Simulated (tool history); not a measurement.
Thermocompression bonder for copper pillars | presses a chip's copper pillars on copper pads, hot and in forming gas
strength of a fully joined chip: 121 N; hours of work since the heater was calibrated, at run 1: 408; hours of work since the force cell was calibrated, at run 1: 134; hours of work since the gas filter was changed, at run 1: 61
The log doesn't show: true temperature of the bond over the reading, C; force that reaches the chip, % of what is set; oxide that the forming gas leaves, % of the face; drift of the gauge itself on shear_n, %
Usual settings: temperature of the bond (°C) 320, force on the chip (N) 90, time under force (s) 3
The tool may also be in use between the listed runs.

| run | hour | temperature of the bond (°C) | force on the chip (N) | time under force (s) | hours of work since the heater was calibrated | hours of work since the force cell was calibrated | hours of work since the gas filter was changed | force that shears a chip off (N) |
|---|---|---|---|---|---|---|---|---|
| 1 | 0.0 | 320 | 90 | 3 | 408 | 134 | 61 | 79.6 |
| 2 | 35.8 | 320 | 76 | 3 | 430 | 157 | 83 | 74.4 |
| 3 | 103.5 | 320 | 76 | 3 | 473 | 199 | 126 | 73.3 |
| 4 | 161.1 | 320 | 76 | 3 | 509 | 236 | 162 | 71.3 |
| 5 | 195.5 | 320 | 88 | 3 | 531 | 257 | 184 | 75.9 |
|  | 249.3 | forming gas filter changed |
| 6 | 255.2 | 320 | 88 | 3 | 568 | 294 | 4 | 79.4 |
| 7 | 312.9 | 320 | 87 | 3 | 604 | 331 | 40 | 77.6 |
| 8 | 350.8 | 320 | 87 | 3 | 628 | 355 | 64 | 77.5 |
| 9 | 390.9 | 320 | 65 | 3 | 653 | 380 | 89 | 67.6 |
| 10 | 435.0 | 325 | 90 | 3 | 681 | 408 | 117 | 80.2 |
| 11 | 474.5 | 325 | 90 | 3 | 706 | 432 | 142 | 81.0 |
| 12 | 502.1 | 339 | 90 | 3 | 723 | 450 | 159 | 89.0 |
| 13 | 563.6 | 291 | 90 | 3 | 762 | 489 | 198 | 53.3 |
|  | 594.6 | forming gas filter changed |
| 14 | 605.2 | 291 | 90 | 3 | 788 | 514 | 7 | 57.0 |
| 15 | 659.1 | 291 | 90 | 3 | 822 | 548 | 41 | 56.2 |
| 16 | 699.5 | 320 | 90 | 3 | 847 | 574 | 66 | 77.6 |
| 17 | 756.4 | 347 | 90 | 3 | 883 | 610 | 102 | 94.3 |
| 18 | 803.3 | 332 | 90 | 5 | 913 | 639 | 131 | 93.6 |
| 19 | 839.4 | 332 | 90 | 5 | 935 | 662 | 154 | 93.4 |
| 20 | 899.0 | 309 | 115 | 2 | 973 | 699 | 192 | 64.1 |
|  | 943.6 | forming gas filter changed |
| 21 | 966.1 | 309 | 113 | 6 | 1015 | 741 | 14 | 92.0 |
| 22 | 1018.6 | 322 | 88 | 4 | 1048 | 774 | 47 | 83.4 |
| 23 | 1051.3 | 295 | 88 | 4 | 1068 | 795 | 68 | 61.9 |
| 24 | 1085.9 | 331 | 88 | 7 | 1090 | 817 | 90 | 98.6 |

Run 25 comes next. What will it give?
| 25 | 1149.5 | 330 | 55 | 4 | 1130 | 857 | 130 | ? |

{"run 25": {"force that shears a chip off (N)": 71.5}}
Without the tool's hidden state the same run would have given force that shears a chip off (N) 81.5.
